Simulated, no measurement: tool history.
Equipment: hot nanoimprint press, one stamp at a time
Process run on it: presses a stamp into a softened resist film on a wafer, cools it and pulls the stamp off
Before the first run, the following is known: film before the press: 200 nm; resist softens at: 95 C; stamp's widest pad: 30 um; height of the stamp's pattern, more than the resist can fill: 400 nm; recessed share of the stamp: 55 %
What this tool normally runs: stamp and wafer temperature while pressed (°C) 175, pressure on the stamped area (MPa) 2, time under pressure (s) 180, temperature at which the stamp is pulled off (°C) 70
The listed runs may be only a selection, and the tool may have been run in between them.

| run | hour | stamp and wafer temperature while pressed (°C) | pressure on the stamped area (MPa) | time under pressure (s) | temperature at which the stamp is pulled off (°C) | resist left under the stamp's widest pad (Å) | greatest force while the stamp is pulled off (N) |
|---|---|---|---|---|---|---|---|
| 1 | 0 | 175 | 2 | 180 | 70 | 822 | 173 |
| 2 | 45.5 | 175 | 2 | 180 | 70 | 819 | 173 |
| 3 | 89.4 | 175 | 2 | 180 | 70 | 823 | 180 |
| 4 | 122.6 | 175 | 2 | 180 | 56 | 814 | 205 |
| 5 | 170.6 | 175 | 2 | 180 | 56 | 819 | 209 |
|  | 203.4 | stamp cleaned and given a new release coat |
| 6 | 253.8 | 175 | 2 | 180 | 56 | 821 | 195 |
| 7 | 303.9 | 175 | 2 | 180 | 56 | 818 | 197 |
| 8 | 363.3 | 175 | 2 | 180 | 56 | 816 | 205 |
|  | 411.7 | stamp cleaned and given a new release coat |
| 9 | 440 | 175 | 2 | 180 | 56 | 816 | 196 |
| 10 | 514.5 | 175 | 2 | 180 | 56 | 812 | 196 |
|  | 561.1 | plate thermocouple calibrated |
| 11 | 577.5 | 172 | 2 | 180 | 56 | 916 | 207 |
|  | 621.2 | stamp cleaned and given a new release coat |
| 12 | 639 | 172 | 2 | 180 | 56 | 913 | 193 |
| 13 | 675.7 | 172 | 2 | 180 | 56 | 918 | 196 |
| 14 | 739.5 | 174 | 2 | 180 | 70 | 870 | 184 |
| 15 | 785.1 | 175 | 1.31 | 180 | 70 | 1027 | 184 |
|  | 829 | stamp cleaned and given a new release coat |
| 16 | 844.2 | 175 | 2 | 112 | 70 | 994 | 171 |
| 17 | 886 | 175 | 2 | 112 | 70 | 992 | 177 |
| 18 | 961.1 | 175 | 1.64 | 180 | 75 | 911 | 174 |
| 19 | 1004.1 | 175 | 1.89 | 180 | 75 | 857 | 184 |
|  | 1035 | stamp cleaned and given a new release coat |
|  | 1079.3 | press's hydraulic seals changed and the load cell set to zero |
| 20 | 1089.8 | 175 | 1.43 | 180 | 67 | 947 | 184 |
| 21 | 1162.5 | 175 | 1.23 | 143 | 70 | 1091 | 182 |
| 22 | 1205 | 175 | 2 | 180 | 65 | 804 | 190 |
|  | 1247.5 | stamp cleaned and given a new release coat |
| 23 | 1261.7 | 175 | 2 | 180 | 55 | 794 | 194 |
| 24 | 1320.2 | 176 | 2 | 180 | 60 | 775 | 192 |
| 25 | 1365.5 | 176 | 2 | 161 | 62 | 808 | 190 |
| 26 | 1430.5 | 186 | 1.21 | 340 | 66 | 615 | 191 |
|  | 1456 | stamp cleaned and given a new release coat |
|  | 1495 | plate thermocouple calibrated |
| 27 | 1495 | 168 | 1.5 | 180 | 72 | 1120 | 174 |
| 28 | 1544.3 | 168 | 1.5 | 180 | 55 | 1110 | 206 |
| 29 | 1587.3 | 165 | 2.85 | 96 | 55 | 1109 | 204 |

Consider 5 possible next runs. They are alternatives, not a sequence: every one starts from the tool as it was left by run 29. What does each give?
| A | 1619.6 | 165 | 2.85 | 332 | 58 | ? | ? |
| B | 1619.6 | 165 | 2.85 | 135 | 74 | ? | ? |
| C | 1619.6 | 175 | 2.97 | 231 | 70 | ? | ? |
| D | 1619.6 | 173 | 2 | 180 | 70 | ? | ? |
| E | 1619.6 | 175 | 1.82 | 109 | 70 | ? | ? |

| run | resist left under the stamp's widest pad (Å) | greatest force while the stamp is pulled off (N) |
|---|---|---|
| A | 717 | 201 |
| B | 995 | 175 |
| C | 594 | 183 |
| D | 856 | 183 |
| E | 1005 | 184 |
What these runs would have given with no unlogged condition in the tool:
| run | resist left under the stamp's widest pad (Å) | greatest force while the stamp is pulled off (N) |
|---|---|---|
| A | 718 | 187 |
| B | 996 | 163 |
| C | 593 | 171 |
| D | 861 | 171 |
| E | 1010 | 171 |
